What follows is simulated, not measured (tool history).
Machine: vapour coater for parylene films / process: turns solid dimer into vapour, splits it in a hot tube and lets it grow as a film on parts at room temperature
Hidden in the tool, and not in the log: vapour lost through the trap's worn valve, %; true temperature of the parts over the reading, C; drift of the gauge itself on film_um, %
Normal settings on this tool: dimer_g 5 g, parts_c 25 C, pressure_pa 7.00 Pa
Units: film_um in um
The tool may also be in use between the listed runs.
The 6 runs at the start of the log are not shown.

| run | hour | dimer_g | parts_c | pressure_pa | hours of work since the trap's valve was overhauled | hours of work since the table's thermometer was calibrated | film_um |
|---|---|---|---|---|---|---|---|
| 7 | 96.0 | 5 | 22 | 7.00 | 11 | 323 | 3.51 |
| 8 | 115.2 | 6 | 25 | 7.00 | 24 | 335 | 3.60 |
| 9 | 128.6 | 6 | 25 | 7.00 | 33 | 344 | 3.70 |
| 10 | 140.3 | 4 | 25 | 7.00 | 40 | 352 | 2.45 |
| 11 | 148.6 | 2 | 25 | 7.00 | 46 | 357 | 1.27 |
| 12 | 157.6 | 5 | 25 | 7.00 | 52 | 363 | 3.02 |
| 13 | 167.5 | 5 | 25 | 7.00 | 58 | 370 | 3.04 |
| 14 | 184.7 | 5 | 25 | 7.00 | 70 | 381 | 3.01 |
| 15 | 195.7 | 5 | 25 | 7.00 | 77 | 389 | 3.03 |
| 16 | 211.4 | 3 | 27 | 7.00 | 87 | 399 | 1.65 |
| 17 | 228.1 | 8 | 26 | 10.31 | 98 | 410 | 4.41 |
| 18 | 243.5 | 3 | 23 | 7.91 | 109 | 420 | 1.90 |
|  | 245.6 | table's thermometer calibrated |
| 19 | 261.9 | 3 | 23 | 7.91 | 120 | 11 | 1.90 |
| 20 | 276.2 | 2 | 19 | 11.31 | 130 | 20 | 1.39 |
| 21 | 285.7 | 2 | 33 | 5.35 | 136 | 26 | 0.89 |
|  | 291.0 | table's thermometer calibrated, once more |
| 22 | 297.8 | 2 | 28 | 8.37 | 143 | 4 | 1.07 |
| 23 | 317.4 | 6 | 27 | 5.55 | 156 | 17 | 3.42 |
| 24 | 336.4 | 3 | 18 | 2.89 | 169 | 30 | 2.58 |
| 25 | 355.1 | 2 | 18 | 3.37 | 181 | 42 | 1.65 |
| 26 | 366.7 | 3 | 21 | 5.09 | 189 | 50 | 2.14 |
| 27 | 378.0 | 4 | 31 | 2.19 | 196 | 57 | 2.13 |
| 28 | 386.7 | 5 | 25 | 4.64 | 202 | 63 | 3.07 |
| 29 | 395.3 | 4 | 36 | 3.82 | 207 | 69 | 1.60 |
| 30 | 410.5 | 2 | 36 | 2.46 | 217 | 79 | 0.85 |

Here are 4 independent what-if runs from the current tool condition. What would each one return?
| A | 427.9 | 5 | 30 | 3.12 | 229 | 90 | ? |
| B | 427.9 | 8 | 25 | 9.57 | 229 | 90 | ? |
| C | 427.9 | 3 | 29 | 9.63 | 229 | 90 | ? |
| D | 427.9 | 4 | 35 | 8.86 | 229 | 90 | ? |

| run | film_um |
|---|---|
| A | 2.63 |
| B | 4.49 |
| C | 1.42 |
| D | 1.58 |
With no hidden state in the tool, these same runs would have given:
| run | film_um |
|---|---|
| A | 2.83 |
| B | 4.84 |
| C | 1.53 |
| D | 1.71 |

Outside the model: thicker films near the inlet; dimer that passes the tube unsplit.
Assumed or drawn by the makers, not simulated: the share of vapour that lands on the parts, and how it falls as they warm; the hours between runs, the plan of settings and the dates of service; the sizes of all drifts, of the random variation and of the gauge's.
